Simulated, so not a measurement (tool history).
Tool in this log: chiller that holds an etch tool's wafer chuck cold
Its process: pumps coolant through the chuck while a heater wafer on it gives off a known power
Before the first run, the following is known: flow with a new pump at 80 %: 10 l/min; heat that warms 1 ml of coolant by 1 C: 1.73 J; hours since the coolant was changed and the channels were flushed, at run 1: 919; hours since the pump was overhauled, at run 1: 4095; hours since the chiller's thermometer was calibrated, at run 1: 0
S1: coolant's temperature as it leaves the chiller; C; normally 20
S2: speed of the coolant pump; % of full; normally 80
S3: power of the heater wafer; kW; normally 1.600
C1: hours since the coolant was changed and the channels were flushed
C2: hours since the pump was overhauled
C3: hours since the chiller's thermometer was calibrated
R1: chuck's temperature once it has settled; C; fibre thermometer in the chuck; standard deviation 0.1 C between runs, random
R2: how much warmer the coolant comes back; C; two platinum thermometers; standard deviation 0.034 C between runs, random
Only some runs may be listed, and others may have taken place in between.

run,hour,S1,S2,S3,C1,C2,C3,R1,R2
1,0.0,20,80,1.600,919,4095,0,33.8,6.86
2,85.0,20,80,1.600,1004,4180,85,34.0,6.83
3,186.2,20,80,1.600,1105,4281,186,34.0,6.90
4,286.8,20,80,1.600,1206,4382,287,34.4,6.89
5,402.1,20,80,1.600,1321,4497,402,34.5,6.97
6,531.6,20,99,1.600,1451,4627,532,31.8,5.44
# hour 677.1: coolant pump overhauled
7,689.9,20,80,1.600,1604,13,685,31.9,5.56
8,840.6,20,80,1.600,1755,164,836,32.2,5.55
9,976.6,20,80,1.600,1891,299,972,32.3,5.60
10,1107.4,20,80,1.600,2021,430,1102,32.7,5.64
11,1268.5,20,80,1.600,2182,591,1263,32.7,5.65
12,1395.0,20,80,1.600,2309,718,1390,33.0,5.71
13,1560.0,20,80,1.600,2474,883,1555,33.1,5.75
14,1659.2,20,80,1.600,2573,982,1654,33.5,5.71
15,1805.4,20,80,1.600,2719,1128,1800,33.6,5.83
16,1968.8,20,80,1.600,2883,1292,1964,33.9,5.88
17,2089.3,18,71,2.243,3003,1412,2084,40.1,9.47
# hour 2174.9: chiller's thermometer calibrated
18,2189.5,18,71,2.243,3102,1511,15,39.6,9.56
19,2272.2,18,71,2.243,3185,1594,97,39.8,9.58
20,2374.3,18,71,2.243,3287,1696,199,40.0,9.63
21,2541.7,19,86,2.040,3455,1864,367,35.6,7.09
22,2691.0,19,86,2.040,3604,2013,516,36.2,7.13
23,2768.4,20,63,1.600,3681,2090,594,38.6,7.97
24,2917.9,19,62,0.947,3831,2240,743,30.4,4.86
# hour 2997.7: coolant changed, channels flushed
25,3067.3,19,62,0.947,70,2383,886,28.6,4.95
26,3142.2,19,83,2.339,144,2458,961,36.4,8.72
27,3233.6,11,80,1.631,236,2549,1053,23.6,6.37
28,3338.4,11,80,1.631,341,2654,1158,23.7,6.33
29,3441.5,20,71,2.382,444,2757,1261,41.2,10.84

Measured minus without-hidden-state, run by run (identical run-to-run variation in each term; gauge scatter may differ):
What the log doesn't record here: heat passed by the chuck's channels, % of clean ones'; flow at a given pump speed, % of a new pump's; coolant's true temperature over the reading, C; drift of the gauge itself on chuck_c, C; drift of the gauge itself on warmer_back_c, C.
run,R1,R2
1,+2.9,+1.27
2,+3.1,+1.29
3,+3.3,+1.34
4,+3.4,+1.37
5,+3.6,+1.42
6,+3.1,+1.16
7,+1.1,-0.02
8,+1.3,+0.02
9,+1.6,+0.06
10,+1.8,+0.09
11,+1.9,+0.14
12,+2.1,+0.17
13,+2.3,+0.21
14,+2.6,+0.23
15,+2.7,+0.28
16,+3.1,+0.33
17,+4.8,+0.59
18,+4.4,+0.64
19,+4.6,+0.68
20,+4.8,+0.73
21,+4.0,+0.59
22,+4.3,+0.65
23,+4.7,+0.75
24,+3.1,+0.49
25,+1.1,+0.53
26,+2.0,+0.97
27,+1.7,+0.74
28,+1.8,+0.76
29,+3.0,+1.34
